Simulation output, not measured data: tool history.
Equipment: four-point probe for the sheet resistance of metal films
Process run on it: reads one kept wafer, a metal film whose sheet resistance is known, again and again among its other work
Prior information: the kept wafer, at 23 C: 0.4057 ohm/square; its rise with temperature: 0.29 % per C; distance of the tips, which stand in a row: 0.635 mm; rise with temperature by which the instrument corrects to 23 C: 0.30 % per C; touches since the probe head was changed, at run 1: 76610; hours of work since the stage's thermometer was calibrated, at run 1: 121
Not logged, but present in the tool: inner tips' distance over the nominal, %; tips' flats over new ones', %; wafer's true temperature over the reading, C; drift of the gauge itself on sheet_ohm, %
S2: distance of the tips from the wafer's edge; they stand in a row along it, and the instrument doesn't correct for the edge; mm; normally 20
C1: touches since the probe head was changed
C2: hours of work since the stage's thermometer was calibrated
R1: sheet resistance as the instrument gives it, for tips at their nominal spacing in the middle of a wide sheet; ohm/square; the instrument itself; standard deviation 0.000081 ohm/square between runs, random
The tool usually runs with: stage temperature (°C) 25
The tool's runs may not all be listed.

Run 1, hour 0: usual settings; C1 76610; C2 121. Result: R1 0.408218 ohm/square.
Run 2, hour 11.9: usual settings; C1 77068; C2 127. Result: R1 0.408283 ohm/square.
Run 3, hour 41.1: usual settings but stage temperature (°C) 19; C1 78190; C2 142. Result: R1 0.408524 ohm/square.
Run 4, hour 64.3: usual settings but stage temperature (°C) 19; C1 79080; C2 154. Result: R1 0.408595 ohm/square.
Run 5, hour 86.8: usual settings but stage temperature (°C) 19; C1 79942; C2 166. Result: R1 0.40861 ohm/square.
Run 6, hour 113.8: usual settings but stage temperature (°C) 19; C1 80979; C2 180. Result: R1 0.408579 ohm/square.
Run 7, hour 139.5: usual settings; C1 81967; C2 194. Result: R1 0.408404 ohm/square.
Run 8, hour 166.9: usual settings; C1 83016; C2 208. Result: R1 0.408454 ohm/square.
Run 9, hour 181.9: usual settings but stage temperature (°C) 32; C1 83595; C2 216. Result: R1 0.408306 ohm/square.
Run 10, hour 205: usual settings but stage temperature (°C) 32; C1 84480; C2 228. Result: R1 0.408152 ohm/square.
Run 11, hour 225: usual settings but stage temperature (°C) 19; C1 85248; C2 239. Result: R1 0.408698 ohm/square.
Run 12, hour 248.4: usual settings but stage temperature (°C) 34; C1 86146; C2 251. Result: R1 0.408308 ohm/square.
Run 13, hour 272.4: usual settings but S2 7 mm; C1 87070; C2 263. Result: R1 0.410098 ohm/square.
Run 14, hour 291: usual settings but stage temperature (°C) 20; C1 87782; C2 273. Result: R1 0.408721 ohm/square.
Run 15, hour 319: usual settings; C1 88858; C2 288. Result: R1 0.40881 ohm/square.
Run 16, hour 342.1: usual settings; C1 89744; C2 300. Result: R1 0.408712 ohm/square.
Run 17, hour 358.2: usual settings; C1 90364; C2 308. Result: R1 0.40871 ohm/square.
Run 18, hour 370.7: usual settings but stage temperature (°C) 34, S2 8 mm; C1 90841; C2 315. Result: R1 0.409646 ohm/square.
Run 19, hour 383.8: usual settings but stage temperature (°C) 34, S2 8 mm; C1 91346; C2 322. Result: R1 0.409496 ohm/square.
Run 20, hour 403: usual settings but stage temperature (°C) 34, S2 8 mm; C1 92082; C2 332. Result: R1 0.409666 ohm/square.
Run 21, hour 425.5: usual settings but stage temperature (°C) 34, S2 8 mm; C1 92947; C2 344. Result: R1 0.40968 ohm/square.
Run 22, hour 450.3: usual settings but stage temperature (°C) 27, S2 4 mm; C1 93900; C2 357. Result: R1 0.414017 ohm/square.
Run 23, hour 476.7: usual settings but stage temperature (°C) 27, S2 4 mm; C1 94912; C2 370. Result: R1 0.414007 ohm/square.
Run 24, hour 503.5: usual settings but stage temperature (°C) 30, S2 70 mm; C1 95943; C2 385. Result: R1 0.408524 ohm/square.
Run 25, hour 517.6: usual settings but stage temperature (°C) 26, S2 23 mm; C1 96482; C2 392. Result: R1 0.40868 ohm/square.
Run 26, hour 537.7: usual settings but stage temperature (°C) 23, S2 62 mm; C1 97255; C2 402. Result: R1 0.408905 ohm/square.
Run 27, hour 552: usual settings but stage temperature (°C) 22; C1 97804; C2 410. Result: R1 0.408929 ohm/square.
Run 28, hour 568.8: usual settings but stage temperature (°C) 23, S2 67 mm; C1 98449; C2 419. Result: R1 0.408762 ohm/square.
Run 29, hour 591.6: usual settings but stage temperature (°C) 31, S2 18 mm; C1 99325; C2 431. Result: R1 0.408832 ohm/square.
Run 30, hour 606.8: usual settings but stage temperature (°C) 22, S2 59 mm; C1 99908; C2 439. Result: R1 0.40897 ohm/square.
Run 31, hour 621: usual settings but stage temperature (°C) 22, S2 13 mm; C1 100451; C2 446. Result: R1 0.40951 ohm/square.
Run 32, hour 647.1: usual settings but S2 9 mm; C1 101454; C2 460. Result: R1 0.409979 ohm/square.
Run 33, hour 671.6: usual settings but S2 9 mm; C1 102394; C2 473. Result: R1 0.409915 ohm/square.

Branching from run 33: 4 alternative next runs. What would each branch give?
Run A, hour 696.8: usual settings but stage temperature (°C) 28, S2 13 mm; C1 103365; C2 486. Result: R1 ?.
Run B, hour 696.8: usual settings but stage temperature (°C) 24, S2 9 mm; C1 103365; C2 486. Result: R1 ?.
Run C, hour 696.8: usual settings but S2 40 mm; C1 103365; C2 486. Result: R1 ?.
Run D, hour 696.8: usual settings but stage temperature (°C) 33, S2 3 mm; C1 103365; C2 486. Result: R1 ?.

run        R1
  A  0.409355
  B  0.410102
  C  0.408921
  D  0.418126
Had the tool no hidden state, the same runs would have come out as:
run        R1
  A  0.406093
  B  0.406836
  C  0.405663
  D  0.414797
